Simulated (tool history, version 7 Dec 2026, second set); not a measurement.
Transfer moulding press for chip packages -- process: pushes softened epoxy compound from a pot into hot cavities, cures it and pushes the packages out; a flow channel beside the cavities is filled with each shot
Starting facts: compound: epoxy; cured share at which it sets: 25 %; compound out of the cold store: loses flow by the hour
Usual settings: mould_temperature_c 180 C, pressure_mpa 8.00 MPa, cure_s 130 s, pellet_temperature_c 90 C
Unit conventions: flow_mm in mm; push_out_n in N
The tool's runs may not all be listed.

run	hour	mould_temperature_c	pressure_mpa	cure_s	pellet_temperature_c	incoming compound's hours out of the cold store	flow_mm	push_out_n
1	0.0	180	8.00	130	90	23.0	853	341
2	47.5	180	8.00	130	86	44.2	756	479
3	85.7	180	8.00	130	90	16.2	884	574
# hour 103.3: cavities cleaned with cleaning compound and waxed
4	155.5	180	8.00	130	90	18.9	860	510
5	190.3	180	8.00	130	90	19.6	853	561
# hour 204.4: cavities cleaned with cleaning compound and waxed
6	247.1	180	8.00	130	90	27.4	813	478
# hour 305.5: cavities cleaned with cleaning compound and waxed
7	331.2	180	8.00	130	90	32.4	789	438
# hour 354.5: plunger's sealing rings changed
8	394.1	180	8.00	130	90	30.0	825	581
# hour 407.8: cavities cleaned with cleaning compound and waxed
9	450.4	182	8.00	130	90	27.8	824	442
# hour 512.7: cavities cleaned with cleaning compound and waxed
10	530.6	182	8.00	130	90	9.5	906	382
11	603.4	180	8.00	130	90	38.9	766	566
# hour 616.6: cavities cleaned with cleaning compound and waxed
12	641.9	180	8.00	130	90	34.6	782	427
13	698.6	180	8.00	130	90	9.4	905	551
# hour 717.8: cavities cleaned with cleaning compound and waxed
14	773.2	180	8.00	130	90	38.9	755	505
# hour 787.3: plunger's sealing rings changed
# hour 821.0: cavities cleaned with cleaning compound and waxed
15	825.4	178	9.53	159	96	14.1	990	325
16	861.3	178	9.53	159	96	17.9	960	430
# hour 923.7: cavities cleaned with cleaning compound and waxed
17	931.7	178	9.53	159	96	11.0	1004	341
18	973.8	178	9.53	159	99	27.8	902	455
# hour 1026.5: cavities cleaned with cleaning compound and waxed
19	1044.3	178	9.53	159	99	30.5	888	358
20	1107.5	178	9.28	138	99	9.3	980	554
# hour 1127.9: cavities cleaned with cleaning compound and waxed
# hour 1179.9: mould's thermocouples calibrated
21	1189.3	178	9.28	138	84	33.3	848	515
# hour 1223.2: plunger's sealing rings changed
# hour 1236.0: cavities cleaned with cleaning compound and waxed
22	1266.2	178	9.28	138	84	9.3	1008	459
23	1315.9	185	8.13	151	99	16.6	874	480
# hour 1336.1: cavities cleaned with cleaning compound and waxed
24	1362.7	173	6.63	151	91	39.5	723	497
25	1404.0	187	8.06	121	84	30.8	800	490
# hour 1436.1: cavities cleaned with cleaning compound and waxed
26	1440.6	187	8.06	121	84	10.8	889	325
27	1526.6	187	7.54	115	87	27.0	779	526

Hidden state or all else? Some run-to-run changes of flow_mm, split into what the settings, what came in and random variation would give without the hidden state, and what is left for the hidden state (with any gauge scatter that isn't in both results):
Hidden state at play: true mould temperature over the reading, C; pressure that reaches the compound, % of what is set; grip of the stained cavities, % over clean ones'; drift of the gauge itself on flow_mm, %; drift of the gauge itself on push_out_n, %.
Run 7 -> 8: plunger's sealing rings changed. flow_mm +36 mm: hidden state +26, all else +10.
Run 14 -> 15: mould_temperature_c 180 -> 178, pressure_mpa 8.00 -> 9.53, cure_s 130 -> 159, pellet_temperature_c 90 -> 96, plunger's sealing rings changed, cavities cleaned with cleaning compound and waxed. flow_mm +235 mm: hidden state +23, all else +212.
Run 21 -> 22: plunger's sealing rings changed, cavities cleaned with cleaning compound and waxed. flow_mm +160 mm: hidden state +26, all else +134.

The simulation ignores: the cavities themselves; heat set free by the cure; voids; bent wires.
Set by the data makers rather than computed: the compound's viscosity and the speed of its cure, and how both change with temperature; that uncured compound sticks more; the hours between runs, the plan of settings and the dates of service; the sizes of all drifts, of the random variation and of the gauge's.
